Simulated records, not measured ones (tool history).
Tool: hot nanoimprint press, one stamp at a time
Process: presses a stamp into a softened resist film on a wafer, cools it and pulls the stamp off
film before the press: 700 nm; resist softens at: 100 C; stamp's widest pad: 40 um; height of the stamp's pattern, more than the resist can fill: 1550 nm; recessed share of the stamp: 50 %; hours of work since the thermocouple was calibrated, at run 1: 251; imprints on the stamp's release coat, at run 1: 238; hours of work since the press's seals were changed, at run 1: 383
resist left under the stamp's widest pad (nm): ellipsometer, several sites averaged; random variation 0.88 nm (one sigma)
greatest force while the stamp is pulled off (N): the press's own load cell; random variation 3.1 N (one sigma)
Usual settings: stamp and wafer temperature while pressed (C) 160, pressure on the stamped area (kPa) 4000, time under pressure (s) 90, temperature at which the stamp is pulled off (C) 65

run,hour,stamp and wafer temperature while pressed (C),pressure on the stamped area (kPa),time under pressure (s),temperature at which the stamp is pulled off (C),hours of work since the thermocouple was calibrated,imprints on the stamp's release coat,hours of work since the press's seals were changed,resist left under the stamp's widest pad (nm),greatest force while the stamp is pulled off (N)
1,0.0,160,4000,90,65,251,238,383,257.4,240
2,16.1,160,4000,90,65,261,316,393,258.0,244
3,36.5,160,4000,90,65,274,415,406,259.2,250
4,56.8,160,4000,90,65,287,513,419,257.5,252
5,82.6,160,4000,90,65,303,638,435,261.2,248
6,103.7,160,4000,90,73,316,740,448,261.0,220
7,120.1,160,4000,90,65,326,819,458,260.7,265
# hour 131.9: plate thermocouple calibrated
8,143.6,160,4000,90,66,7,919,471,251.1,254
9,165.5,160,4000,90,66,21,1024,485,250.2,253
10,185.2,160,4000,90,66,33,1120,497,251.7,262
11,213.4,160,4000,90,66,51,1256,515,254.2,268
12,234.0,160,4000,90,66,64,1355,528,254.7,258
13,252.4,160,4000,90,66,75,1445,539,253.8,267
14,277.5,160,4000,90,66,91,1566,555,254.0,269
15,301.8,160,4000,90,66,106,1683,570,255.1,272
16,334.7,160,4000,90,66,127,1843,591,257.2,280
17,356.1,159,2910,105,56,140,1946,604,297.6,338

Run 18 comes next. What will it give?
18,389.5,161,3400,97,71,161,2108,625,?,?

resist left under the stamp's widest pad (nm): 261.9
greatest force while the stamp is pulled off (N): 258
Without the tool's hidden state the same run would have given resist left under the stamp's widest pad (nm) 253.9, greatest force while the stamp is pulled off (N) 207.

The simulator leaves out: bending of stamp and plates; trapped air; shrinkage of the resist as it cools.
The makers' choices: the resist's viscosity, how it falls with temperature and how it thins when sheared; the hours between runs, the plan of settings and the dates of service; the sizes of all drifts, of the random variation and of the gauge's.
